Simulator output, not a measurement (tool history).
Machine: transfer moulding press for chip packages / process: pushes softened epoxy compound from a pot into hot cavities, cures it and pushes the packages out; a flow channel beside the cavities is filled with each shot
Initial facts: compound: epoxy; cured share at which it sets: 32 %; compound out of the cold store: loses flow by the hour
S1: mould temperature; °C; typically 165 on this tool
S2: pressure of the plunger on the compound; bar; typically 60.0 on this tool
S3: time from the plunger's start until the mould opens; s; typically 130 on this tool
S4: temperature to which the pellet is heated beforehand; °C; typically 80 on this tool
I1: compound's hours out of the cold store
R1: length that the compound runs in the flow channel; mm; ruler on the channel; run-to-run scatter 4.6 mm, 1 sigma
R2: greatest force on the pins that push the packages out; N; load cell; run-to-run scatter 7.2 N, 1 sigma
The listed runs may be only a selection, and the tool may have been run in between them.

run	hour	S1	S2	S3	S4	I1	R1	R2
1	0.0	165	60.0	130	80	18.2	503	355
2	36.4	165	60.0	130	80	47.3	417	426
3	69.0	165	60.0	130	80	42.7	456	355
4	107.4	165	60.0	130	80	26.5	492	423
5	151.3	165	60.0	130	80	8.7	563	383
6	184.2	165	60.0	130	80	24.4	502	323
7	225.8	165	60.0	130	80	29.9	487	414
8	268.7	165	60.0	130	80	30.5	475	357
9	330.9	165	60.0	130	80	27.9	491	341
10	386.2	165	60.0	130	80	47.9	428	291
11	445.5	165	60.0	130	80	21.7	505	428
12	489.2	165	49.9	130	80	29.9	431	397
13	542.8	165	47.1	130	80	42.9	383	369
14	605.8	165	47.1	130	80	47.8	373	337
15	665.5	168	47.1	155	80	12.2	459	304
16	718.8	163	52.5	155	85	40.2	436	412
17	764.9	163	52.5	155	85	35.9	444	374
18	819.6	163	52.5	155	85	46.0	416	327
19	869.8	165	66.8	130	77	33.8	494	303
20	926.0	165	45.5	147	77	34.3	407	387
21	972.4	165	60.0	130	74	20.7	510	390
22	1038.6	160	73.3	117	77	19.6	573	561
23	1083.1	165	69.4	130	80	37.1	487	323
24	1141.2	165	48.4	130	80	45.3	387	303
25	1172.0	165	48.4	130	80	41.0	394	376
26	1217.6	165	48.4	130	80	15.2	463	348

Withheld: 22 entries from between the runs. Position of each, and hidden state at the listed run before versus the listed run after:
Between runs 2 and 3: cavities cleaned with cleaning compound and waxed (hour 43.3); plunger's sealing rings changed (hour 58.6)
  true mould temperature over the reading, C: 0.01 -> -0.01; pressure that reaches the compound, % of what is set: 87.78 -> 99.67; grip of the stained cavities, % over clean ones': 45.2 -> 22
  the result without the hidden state subtracted from the measured one, R1: -28 -> -1 mm; R2: +132 -> +63 N
Between runs 4 and 5: cavities cleaned with cleaning compound and waxed (hour 113.7)
  true mould temperature over the reading, C: -0.05 -> -0.1; pressure that reaches the compound, % of what is set: 98.97 -> 98.19; grip of the stained cavities, % over clean ones': 44.2 -> 31.1
  the result without the hidden state subtracted from the measured one, R1: -2 -> -5 mm; R2: +129 -> +92 N
Between runs 5 and 6: cavities cleaned with cleaning compound and waxed (hour 181.1)
  true mould temperature over the reading, C: -0.1 -> -0.13; pressure that reaches the compound, % of what is set: 98.19 -> 97.65; grip of the stained cavities, % over clean ones': 31.1 -> 4.4
  the result without the hidden state subtracted from the measured one, R1: -5 -> -6 mm; R2: +92 -> +14 N
Between runs 7 and 8: cavities cleaned with cleaning compound and waxed (hour 247.2)
  true mould temperature over the reading, C: -0.17 -> -0.21; pressure that reaches the compound, % of what is set: 96.88 -> 96.1; grip of the stained cavities, % over clean ones': 37.2 -> 17.8
  the result without the hidden state subtracted from the measured one, R1: -7 -> -10 mm; R2: +112 -> +55 N
Between runs 8 and 9: cavities cleaned with cleaning compound and waxed (hour 315.4)
  true mould temperature over the reading, C: -0.21 -> -0.27; pressure that reaches the compound, % of what is set: 96.1 -> 94.9; grip of the stained cavities, % over clean ones': 17.8 -> 14.1
  the result without the hidden state subtracted from the measured one, R1: -10 -> -12 mm; R2: +55 -> +43 N
Between runs 9 and 10: mould's thermocouples calibrated (hour 338.9); cavities cleaned with cleaning compound and waxed (hour 385.1)
  true mould temperature over the reading, C: -0.27 -> -0.45; pressure that reaches the compound, % of what is set: 94.9 -> 93.82; grip of the stained cavities, % over clean ones': 14.1 -> 2
  the result without the hidden state subtracted from the measured one, R1: -12 -> -13 mm; R2: +43 -> +9 N
Between runs 11 and 12: cavities cleaned with cleaning compound and waxed (hour 451.0)
  true mould temperature over the reading, C: -0.5 -> -0.55; pressure that reaches the compound, % of what is set: 92.76 -> 91.96; grip of the stained cavities, % over clean ones': 43.7 -> 30.8
  the result without the hidden state subtracted from the measured one, R1: -19 -> -18 mm; R2: +134 -> +97 N
Between runs 12 and 13: cavities cleaned with cleaning compound and waxed (hour 518.3)
  true mould temperature over the reading, C: -0.55 -> -0.6; pressure that reaches the compound, % of what is set: 91.96 -> 90.94; grip of the stained cavities, % over clean ones': 30.8 -> 22.3
  the result without the hidden state subtracted from the measured one, R1: -18 -> -18 mm; R2: +97 -> +70 N
Between runs 13 and 14: mould's thermocouples calibrated, once more (hour 569.7); cavities cleaned with cleaning compound and waxed (hour 590.2)
  true mould temperature over the reading, C: -0.6 -> -0.15; pressure that reaches the compound, % of what is set: 90.94 -> 89.86; grip of the stained cavities, % over clean ones': 22.3 -> 15.4
  the result without the hidden state subtracted from the measured one, R1: -18 -> -20 mm; R2: +70 -> +45 N
Between runs 14 and 15: cavities cleaned with cleaning compound and waxed (hour 659.8)
  true mould temperature over the reading, C: -0.15 -> -0.21; pressure that reaches the compound, % of what is set: 89.86 -> 88.76; grip of the stained cavities, % over clean ones': 15.4 -> 10.8
  the result without the hidden state subtracted from the measured one, R1: -20 -> -28 mm; R2: +45 -> +31 N
Between runs 15 and 16: plunger's sealing rings changed (hour 718.6)
  true mould temperature over the reading, C: -0.21 -> -0.26; pressure that reaches the compound, % of what is set: 88.76 -> 99.54; grip of the stained cavities, % over clean ones': 10.8 -> 44.9
  the result without the hidden state subtracted from the measured one, R1: -28 -> -1 mm; R2: +31 -> +128 N
Between runs 16 and 17: cavities cleaned with cleaning compound and waxed (hour 730.2)
  true mould temperature over the reading, C: -0.26 -> -0.3; pressure that reaches the compound, % of what is set: 99.54 -> 98.72; grip of the stained cavities, % over clean ones': 44.9 -> 30.1
  the result without the hidden state subtracted from the measured one, R1: -1 -> -3 mm; R2: +128 -> +87 N
Between runs 17 and 18: cavities cleaned with cleaning compound and waxed (hour 799.5)
  true mould temperature over the reading, C: -0.3 -> -0.35; pressure that reaches the compound, % of what is set: 98.72 -> 97.79; grip of the stained cavities, % over clean ones': 30.1 -> 19.4
  the result without the hidden state subtracted from the measured one, R1: -3 -> -4 mm; R2: +87 -> +55 N
Between runs 18 and 19: cavities cleaned with cleaning compound and waxed (hour 869.0)
  true mould temperature over the reading, C: -0.35 -> -0.4; pressure that reaches the compound, % of what is set: 97.79 -> 96.82; grip of the stained cavities, % over clean ones': 19.4 -> 2.7
  the result without the hidden state subtracted from the measured one, R1: -4 -> -8 mm; R2: +55 -> +11 N
Between runs 20 and 21: cavities cleaned with cleaning compound and waxed (hour 937.7)
  true mould temperature over the reading, C: -0.46 -> -0.5; pressure that reaches the compound, % of what is set: 95.66 -> 94.79; grip of the stained cavities, % over clean ones': 42 -> 29.2
  the result without the hidden state subtracted from the measured one, R1: -9 -> -13 mm; R2: +115 -> +91 N
Between runs 21 and 22: cavities cleaned with cleaning compound and waxed (hour 1006.6)
  true mould temperature over the reading, C: -0.5 -> -0.57; pressure that reaches the compound, % of what is set: 94.79 -> 93.58; grip of the stained cavities, % over clean ones': 29.2 -> 27.8
  the result without the hidden state subtracted from the measured one, R1: -13 -> -19 mm; R2: +91 -> +138 N
Between runs 22 and 23: cavities cleaned with cleaning compound and waxed (hour 1075.1)
  true mould temperature over the reading, C: -0.57 -> -0.61; pressure that reaches the compound, % of what is set: 93.58 -> 92.81; grip of the stained cavities, % over clean ones': 27.8 -> 9.5
  the result without the hidden state subtracted from the measured one, R1: -19 -> -18 mm; R2: +138 -> +32 N
Between runs 23 and 24: cavities cleaned with cleaning compound and waxed (hour 1141.2)
  true mould temperature over the reading, C: -0.61 -> -0.67; pressure that reaches the compound, % of what is set: 92.81 -> 91.78; grip of the stained cavities, % over clean ones': 9.5 -> 0.9
  the result without the hidden state subtracted from the measured one, R1: -18 -> -16 mm; R2: +32 -> +7 N
Between runs 25 and 26: cavities cleaned with cleaning compound and waxed (hour 1208.7)
  true mould temperature over the reading, C: -0.7 -> -0.75; pressure that reaches the compound, % of what is set: 91.26 -> 90.38; grip of the stained cavities, % over clean ones': 26.9 -> 13.3
  the result without the hidden state subtracted from the measured one, R1: -18 -> -23 mm; R2: +84 -> +47 N
